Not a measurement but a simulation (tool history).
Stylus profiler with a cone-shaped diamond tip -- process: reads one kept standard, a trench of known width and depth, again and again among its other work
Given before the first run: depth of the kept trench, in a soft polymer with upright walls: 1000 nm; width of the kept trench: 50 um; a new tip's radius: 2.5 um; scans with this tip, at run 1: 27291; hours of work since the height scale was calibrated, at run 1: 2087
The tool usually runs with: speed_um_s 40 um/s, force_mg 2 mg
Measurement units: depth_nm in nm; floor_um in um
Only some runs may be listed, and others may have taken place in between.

run,hour,speed_um_s,force_mg,scans with this tip,hours of work since the height scale was calibrated,depth_nm,floor_um
1,0,40,2,27291,2087,1016.62,42.49
2,47.6,40,2,27766,2123,1016.02,42.43
3,96.9,40,2,28257,2160,1016.22,42.43
4,134.4,40,0.78,28632,2189,1011.95,42.2
# hour 174.7: height scale calibrated on a step standard
5,204.4,40,0.78,29325,23,1005,42.12
6,256,40,0.78,29840,62,1005.74,42.02
7,297.9,33,0.78,30258,94,1005.33,42.17
8,373.5,33,0.78,31012,152,1006.06,42.12
9,408.1,33,5.4,31357,178,1019.92,42.26
10,450.6,33,1.81,31781,210,1010.14,42.16
11,516,33,1.81,32434,260,1009.81,42.11
12,575.4,48,2,33027,306,1010.41,41.9
13,628.9,48,2,33560,346,1010.91,41.89
# hour 664: new tip fitted, height scale calibrated
14,671.1,86,2,71,5,1010.09,45.29
15,710.3,34,2,461,35,1010.03,45.66
16,764.5,40,2,1002,77,1010.39,45.47
17,797.1,40,5.37,1327,102,1019.8,45.53
18,840.6,40,5.37,1761,135,1019.58,45.43
19,874.9,40,5.37,2103,161,1019.78,45.37
20,916.4,40,5.37,2517,192,1019.79,45.31
21,966,40,5.37,3012,230,1020.18,45.28
22,1033.1,40,5.37,3681,282,1020.11,45.18
23,1068.3,40,5.37,4033,308,1020.34,45.16
24,1118.4,40,5.37,4533,347,1020.33,45.06
25,1163,13,1.14,4978,381,1008.33,44.99
26,1206.5,13,1.14,5412,414,1008.17,44.95
27,1250.7,40,2.36,5853,448,1012.42,44.77
28,1314.2,17,4.57,6486,496,1019.21,44.85
29,1353.9,17,4.57,6882,526,1019.26,44.82
30,1429.3,17,4.57,7634,584,1019.05,44.76
31,1464.7,11,3.75,7988,611,1017.38,44.72
32,1503.2,11,3.75,8372,640,1017.13,44.68
33,1550.6,134,3.45,8844,676,1016.3,43.87
34,1624.9,143,3.71,9586,733,1017.42,43.81
35,1687.8,104,1.06,10214,781,1009.17,43.44
36,1750.6,104,1.06,10840,829,1009.56,43.38
37,1800.6,84,1.07,11339,867,1009.24,43.55
38,1835.8,84,1.07,11690,894,1009.68,43.47
39,1869,84,1.07,12021,919,1009.69,43.48
40,1908.3,84,1.07,12413,949,1009.63,43.41
41,1944.8,32,4.76,12777,977,1020.89,44.05
42,1981.7,32,2.11,13146,1005,1014.35,43.83
43,2049,32,2.11,13817,1056,1014.13,43.87
44,2095.4,15,5.33,14280,1092,1022.94,43.96
45,2169.3,13,2.74,15018,1148,1016.17,43.8

The same runs without the tool's hidden state, with the same run-to-run variation:
The hidden state here: radius of the tip, um; height scale over the true one, %; drift of the gauge itself on depth_nm, %; drift of the gauge itself on floor_um, %.
run,depth_nm,floor_um
1,1010.31,45.71
2,1009.6,45.69
3,1009.68,45.73
4,1005.34,45.54
5,1004.94,45.53
6,1005.56,45.47
7,1005.04,45.66
8,1005.59,45.68
9,1019.35,45.85
10,1009.47,45.79
11,1008.96,45.8
12,1009.41,45.63
13,1009.77,45.67
14,1009.84,45.38
15,1009.66,45.82
16,1009.88,45.71
17,1019.21,45.83
18,1018.89,45.8
19,1019.01,45.79
20,1018.91,45.79
21,1019.16,45.85
22,1018.92,45.85
23,1019.05,45.87
24,1018.92,45.84
25,1006.84,45.84
26,1006.58,45.85
27,1010.71,45.73
28,1017.32,45.89
29,1017.27,45.92
30,1016.88,45.97
31,1015.12,45.97
32,1014.77,45.98
33,1013.84,45.22
34,1014.76,45.26
35,1006.38,44.97
36,1006.59,44.99
37,1006.15,45.22
38,1006.51,45.18
39,1006.45,45.24
40,1006.28,45.21
41,1017.4,45.9
42,1010.79,45.73
43,1010.41,45.85
44,1019.06,45.99
45,1012.13,45.91

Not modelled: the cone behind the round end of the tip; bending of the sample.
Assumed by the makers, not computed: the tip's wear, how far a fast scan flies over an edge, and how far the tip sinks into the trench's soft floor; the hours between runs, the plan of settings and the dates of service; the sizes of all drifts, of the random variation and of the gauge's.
